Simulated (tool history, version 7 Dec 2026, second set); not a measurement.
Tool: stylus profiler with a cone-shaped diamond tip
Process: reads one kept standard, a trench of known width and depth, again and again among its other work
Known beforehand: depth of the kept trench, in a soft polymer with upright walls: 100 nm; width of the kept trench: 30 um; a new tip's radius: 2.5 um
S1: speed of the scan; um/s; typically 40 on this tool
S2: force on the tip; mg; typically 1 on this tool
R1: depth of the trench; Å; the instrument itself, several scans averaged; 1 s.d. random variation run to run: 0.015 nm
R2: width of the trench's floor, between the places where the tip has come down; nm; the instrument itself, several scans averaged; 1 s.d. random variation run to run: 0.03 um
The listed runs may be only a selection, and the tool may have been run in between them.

Run 1, day 0: usual settings. Result: R1 1002.3 Å, R2 28100 nm.
Run 2, day 1.729: usual settings. Result: R1 1002.1 Å, R2 28100 nm.
Run 3, day 2.942: usual settings. Result: R1 1001.9 Å, R2 28100 nm.
Run 4, day 4.925: usual settings. Result: R1 1001.9 Å, R2 28090 nm.
Run 5, day 6.292: usual settings but S1 91 um/s. Result: R1 1002 Å, R2 27590 nm.
Run 6, day 7.621: usual settings but S2 1.46 mg. Result: R1 1002.9 Å, R2 28130 nm.
Run 7, day 8.738: usual settings. Result: R1 1001.5 Å, R2 28030 nm.
Run 8, day 11.075: usual settings. Result: R1 1001.8 Å, R2 28060 nm.
Run 9, day 13.138: usual settings but S2 0.58 mg. Result: R1 1000.6 Å, R2 27900 nm.
Run 10, day 14.642: usual settings but S2 0.58 mg. Result: R1 1000.9 Å, R2 27950 nm.
Run 11, day 17.196: usual settings but S2 0.58 mg. Result: R1 1000.6 Å, R2 27960 nm.
Run 12, day 18.383: usual settings but S1 12 um/s. Result: R1 1001.5 Å, R2 28270 nm.
Run 13, day 20.738: usual settings but S1 12 um/s. Result: R1 1001.3 Å, R2 28350 nm.
Run 14, day 22.621: usual settings. Result: R1 1001.3 Å, R2 27980 nm.
Run 15, day 24.867: usual settings. Result: R1 1001.3 Å, R2 28030 nm.
Run 16, day 27.133: usual settings. Result: R1 1001.5 Å, R2 28010 nm.
Run 17, day 28.721: usual settings. Result: R1 1001.2 Å, R2 28050 nm.
Run 18, day 30.004: usual settings. Result: R1 1001.5 Å, R2 28000 nm.
Run 19, day 31.162: usual settings. Result: R1 1001 Å, R2 28050 nm.
Run 20, day 33.792: usual settings. Result: R1 1001.3 Å, R2 28000 nm.
At day 34.867: height scale calibrated on a step standard.
Run 21, day 35.312: usual settings. Result: R1 1002.7 Å, R2 28040 nm.
Run 22, day 36.658: usual settings. Result: R1 1002.7 Å, R2 28000 nm.
Run 23, day 38.921: usual settings. Result: R1 1002.7 Å, R2 27920 nm.
Run 24, day 40.138: usual settings but S1 26 um/s, S2 1.69 mg. Result: R1 1003.7 Å, R2 28120 nm.
Run 25, day 41.671: usual settings but S1 19 um/s, S2 1.5 mg. Result: R1 1003.5 Å, R2 28230 nm.
Run 26, day 43.658: usual settings but S1 27 um/s, S2 2.04 mg. Result: R1 1004.4 Å, R2 28180 nm.
Run 27, day 44.812: usual settings but S2 0.35 mg. Result: R1 1000.9 Å, R2 27720 nm.
Run 28, day 46.433: usual settings but S2 0.35 mg. Result: R1 1000.5 Å, R2 27710 nm.
Run 29, day 48.454: usual settings but S1 85 um/s, S2 1.97 mg. Result: R1 1004.1 Å, R2 27780 nm.
Run 30, day 50.321: usual settings but S1 35 um/s, S2 0.47 mg. Result: R1 1001.3 Å, R2 27860 nm.
Run 31, day 52.021: usual settings but S1 25 um/s, S2 0.81 mg. Result: R1 1001.9 Å, R2 28030 nm.
Run 32, day 54.15: usual settings but S1 12 um/s, S2 0.81 mg. Result: R1 1001.6 Å, R2 28190 nm.
Run 33, day 55.521: usual settings but S1 12 um/s, S2 0.81 mg. Result: R1 1001.6 Å, R2 28190 nm.
Run 34, day 57.875: usual settings but S1 12 um/s, S2 0.81 mg. Result: R1 1001.7 Å, R2 28210 nm.
Run 35, day 60.371: usual settings but S1 10 um/s, S2 0.63 mg. Result: R1 1001.1 Å, R2 28180 nm.
Run 36, day 62.842: usual settings but S1 10 um/s, S2 0.63 mg. Result: R1 1000.8 Å, R2 28160 nm.
Run 37, day 63.962: usual settings but S1 76 um/s. Result: R1 1001.9 Å, R2 27650 nm.
Run 38, day 65.971: usual settings but S1 76 um/s. Result: R1 1001.8 Å, R2 27620 nm.
Run 39, day 67.996: usual settings but S1 76 um/s. Result: R1 1001.5 Å, R2 27590 nm.
Run 40, day 70.279: usual settings but S1 76 um/s. Result: R1 1001.5 Å, R2 27550 nm.
Run 41, day 72.504: usual settings but S1 11 um/s, S2 0.69 mg. Result: R1 1000.8 Å, R2 28190 nm.
Run 42, day 74.796: usual settings but S1 11 um/s, S2 0.69 mg. Result: R1 1001.1 Å, R2 28130 nm.
Run 43, day 76.875: usual settings but S1 11 um/s, S2 0.69 mg. Result: R1 1000.8 Å, R2 28160 nm.
Run 44, day 79.317: usual settings but S2 0.66 mg. Result: R1 1000.5 Å, R2 27790 nm.
Run 45, day 81.533: usual settings but S1 154 um/s, S2 1.88 mg. Result: R1 1003 Å, R2 27220 nm.

Consider 5 possible next runs. They are alternatives, not a sequence: every one starts from the tool as it was left by run 45. What does each give?
Run A, day 83.021: usual settings but S1 154 um/s, S2 0.73 mg. Result: R1 ?, R2 ?.
Run B, day 83.021: usual settings but S1 38 um/s, S2 2.36 mg. Result: R1 ?, R2 ?.
Run C, day 83.021: usual settings but S1 49 um/s, S2 2.25 mg. Result: R1 ?, R2 ?.
Run D, day 83.021: usual settings but S1 11 um/s, S2 0.34 mg. Result: R1 ?, R2 ?.
Run E, day 83.021: usual settings but S1 11 um/s, S2 2.84 mg. Result: R1 ?, R2 ?.

run      R1     R2
  A  1000.9  26580
  B  1003.4  27980
  C  1003.4  27930
  D   999.6  28050
  E  1004.1  28190
Without the tool's hidden state the same runs would have given:
run      R1     R2
  A  1002.7  26930
  B  1005.3  28340
  C  1005.2  28280
  D  1001.4  28400
  E  1005.9  28550

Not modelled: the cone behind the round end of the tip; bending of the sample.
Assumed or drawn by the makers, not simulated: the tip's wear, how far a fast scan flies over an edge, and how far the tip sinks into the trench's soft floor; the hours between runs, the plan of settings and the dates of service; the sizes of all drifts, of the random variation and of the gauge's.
